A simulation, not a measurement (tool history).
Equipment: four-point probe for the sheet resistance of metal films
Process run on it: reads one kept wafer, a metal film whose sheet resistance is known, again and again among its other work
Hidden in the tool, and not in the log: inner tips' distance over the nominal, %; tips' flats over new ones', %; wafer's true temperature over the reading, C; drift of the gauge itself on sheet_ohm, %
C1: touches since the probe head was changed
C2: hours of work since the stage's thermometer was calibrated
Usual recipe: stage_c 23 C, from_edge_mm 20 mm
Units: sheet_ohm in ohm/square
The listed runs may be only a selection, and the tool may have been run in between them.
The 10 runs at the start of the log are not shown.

run 11 hour=132.7 | stage_c=27 from_edge_mm=20 | C1=18574 C2=1648 | sheet_ohm=2.137276
run 12 hour=143.8 | stage_c=23 from_edge_mm=20 | C1=18920 C2=1654 | sheet_ohm=2.141657
run 13 hour=157.7 | stage_c=23 from_edge_mm=20 | C1=19355 C2=1662 | sheet_ohm=2.141163
run 14 hour=170.7 | stage_c=23 from_edge_mm=12 | C1=19763 C2=1669 | sheet_ohm=2.147525
run 15 hour=189 | stage_c=23 from_edge_mm=12 | C1=20336 C2=1679 | sheet_ohm=2.146449
run 16 hour=207.1 | stage_c=23 from_edge_mm=20 | C1=20902 C2=1689 | sheet_ohm=2.141321
run 17 hour=219 | stage_c=23 from_edge_mm=20 | C1=21274 C2=1695 | sheet_ohm=2.141407
run 18 hour=235.3 | stage_c=23 from_edge_mm=20 | C1=21785 C2=1704 | sheet_ohm=2.141009
run 19 hour=244.7 | stage_c=23 from_edge_mm=20 | C1=22078 C2=1709 | sheet_ohm=2.141541
run 20 hour=255.5 | stage_c=21 from_edge_mm=20 | C1=22414 C2=1715 | sheet_ohm=2.143622
run 21 hour=272.2 | stage_c=21 from_edge_mm=20 | C1=22938 C2=1725 | sheet_ohm=2.143135
run 22 hour=280.9 | stage_c=21 from_edge_mm=20 | C1=23208 C2=1729 | sheet_ohm=2.142682
run 23 hour=295.8 | stage_c=21 from_edge_mm=20 | C1=23674 C2=1737 | sheet_ohm=2.142845
run 24 hour=304.7 | stage_c=18 from_edge_mm=20 | C1=23953 C2=1742 | sheet_ohm=2.146047

Predict the results of run 25:
run 25 hour=323.3 | stage_c=31 from_edge_mm=9 | C1=24535 C2=1753 | sheet_ohm=?

sheet_ohm: 2.144179 ohm/square
With no hidden state in the tool, this same run would have given sheet_ohm 2.159091 ohm/square.
